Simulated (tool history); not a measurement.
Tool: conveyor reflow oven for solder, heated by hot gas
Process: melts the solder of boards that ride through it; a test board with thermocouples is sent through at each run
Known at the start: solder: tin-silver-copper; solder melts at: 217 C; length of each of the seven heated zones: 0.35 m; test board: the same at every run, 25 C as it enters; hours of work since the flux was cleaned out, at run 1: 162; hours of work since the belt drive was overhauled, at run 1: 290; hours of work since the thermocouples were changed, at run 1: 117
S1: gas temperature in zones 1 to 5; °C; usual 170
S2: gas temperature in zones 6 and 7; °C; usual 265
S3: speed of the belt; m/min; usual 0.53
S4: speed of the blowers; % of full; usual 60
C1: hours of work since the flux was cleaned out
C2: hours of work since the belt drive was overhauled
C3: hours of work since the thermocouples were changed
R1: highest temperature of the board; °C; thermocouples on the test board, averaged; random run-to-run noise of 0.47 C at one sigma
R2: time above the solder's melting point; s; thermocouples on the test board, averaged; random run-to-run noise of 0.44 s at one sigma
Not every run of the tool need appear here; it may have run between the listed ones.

| run | hour | S1 | S2 | S3 | S4 | C1 | C2 | C3 | R1 | R2 |
|---|---|---|---|---|---|---|---|---|---|---|
| 1 | 0 | 170 | 265 | 0.53 | 60 | 162 | 290 | 117 | 249.2 | 55.9 |
| 2 | 19.9 | 170 | 265 | 0.53 | 60 | 177 | 305 | 133 | 249.5 | 56.4 |
| 3 | 41.9 | 170 | 265 | 0.53 | 60 | 194 | 322 | 150 | 249.2 | 55.5 |
| 4 | 66.2 | 170 | 265 | 0.53 | 60 | 213 | 341 | 169 | 249 | 56.1 |
| 5 | 82.4 | 170 | 265 | 0.53 | 63 | 226 | 354 | 181 | 249.6 | 56.8 |
| 6 | 96.4 | 170 | 265 | 0.53 | 63 | 237 | 365 | 192 | 249.7 | 56.8 |
| 7 | 107.8 | 170 | 265 | 0.53 | 56 | 246 | 374 | 201 | 248.5 | 54.6 |
| 8 | 121.8 | 170 | 265 | 0.53 | 56 | 257 | 384 | 212 | 248.1 | 55.7 |
| 9 | 141.7 | 170 | 265 | 0.472 | 60 | 272 | 400 | 227 | 251.6 | 66.9 |
| 10 | 158.5 | 173 | 265 | 0.53 | 60 | 285 | 413 | 240 | 249.2 | 57.8 |
| 11 | 173.8 | 173 | 265 | 0.53 | 60 | 297 | 425 | 252 | 249.2 | 57.2 |
| 12 | 188.1 | 173 | 265 | 0.53 | 60 | 308 | 436 | 263 | 249.2 | 57.1 |
| 13 | 207.8 | 173 | 265 | 0.53 | 60 | 323 | 451 | 279 | 248 | 56.6 |
| 14 | 224.6 | 173 | 265 | 0.53 | 60 | 336 | 464 | 292 | 248.4 | 56.8 |
| 15 | 239.3 | 170 | 265 | 0.443 | 60 | 348 | 476 | 303 | 253.6 | 73.1 |
| 16 | 257.2 | 170 | 265 | 0.53 | 60 | 362 | 490 | 317 | 248.1 | 54.1 |
| 17 | 272.5 | 170 | 265 | 0.53 | 60 | 374 | 501 | 329 | 247.7 | 55.2 |
| 18 | 284.3 | 170 | 265 | 0.53 | 60 | 383 | 511 | 338 | 247.4 | 54.4 |
| 19 | 307.8 | 184 | 265 | 0.53 | 60 | 401 | 529 | 356 | 250.3 | 62.4 |
| 20 | 330.3 | 166 | 258 | 0.611 | 71 | 418 | 546 | 374 | 237.9 | 36.4 |
|  | 349.8 | flux residue cleaned out of gas plates and filters |
| 21 | 349.8 | 170 | 265 | 0.437 | 60 | 0 | 558 | 385 | 255.1 | 76.6 |
| 22 | 366.4 | 170 | 265 | 0.53 | 82 | 13 | 571 | 398 | 253.3 | 60.5 |
| 23 | 376.8 | 170 | 265 | 0.53 | 82 | 21 | 579 | 406 | 252.9 | 60.2 |
| 24 | 387.3 | 171 | 270 | 0.513 | 66 | 29 | 587 | 414 | 256.1 | 65 |
| 25 | 401.8 | 185 | 266 | 0.513 | 71 | 40 | 598 | 426 | 254.4 | 69.2 |
| 26 | 424.9 | 170 | 265 | 0.583 | 85 | 58 | 616 | 444 | 249.5 | 52.7 |
| 27 | 443.3 | 170 | 265 | 0.53 | 80 | 73 | 630 | 458 | 251.6 | 60.1 |
| 28 | 453.7 | 170 | 265 | 0.53 | 80 | 81 | 638 | 466 | 251.1 | 60.1 |
| 29 | 473.1 | 170 | 265 | 0.484 | 58 | 96 | 653 | 481 | 251.9 | 65.1 |
| 30 | 485.6 | 170 | 265 | 0.484 | 58 | 106 | 663 | 491 | 250.5 | 64.5 |
| 31 | 506.7 | 171 | 265 | 0.53 | 60 | 122 | 680 | 507 | 248.7 | 57.1 |

Some steps in R1 between neighbouring runs. How much of each would the tool show without its hidden state too (settings, what came in, random variation), and how much is left for the hidden state, with any gauge scatter that isn't in both results?
Hidden state present: heat that the gas passes to the board, % of a clean oven's; belt's true speed, % of the reading; true gas temperature in zones 6 and 7 over the reading, C; drift of the gauge itself on peak_c, C; drift of the gauge itself on liquid_s, %.
Run 15 -> 16: S3 0.443 -> 0.53. R1 -5.5 °C: hidden state -0.5, all else -5.
Run 19 -> 20: S1 184 -> 166, S2 265 -> 258, S3 0.53 -> 0.611, S4 60 -> 71. R1 -12.4 °C: hidden state -0.9, all else -11.5.
Run 20 -> 21: S1 166 -> 170, S2 258 -> 265, S3 0.611 -> 0.437, S4 71 -> 60, flux residue cleaned out of gas plates and filters. R1 +17.2 °C: hidden state +2.7, all else +14.5.

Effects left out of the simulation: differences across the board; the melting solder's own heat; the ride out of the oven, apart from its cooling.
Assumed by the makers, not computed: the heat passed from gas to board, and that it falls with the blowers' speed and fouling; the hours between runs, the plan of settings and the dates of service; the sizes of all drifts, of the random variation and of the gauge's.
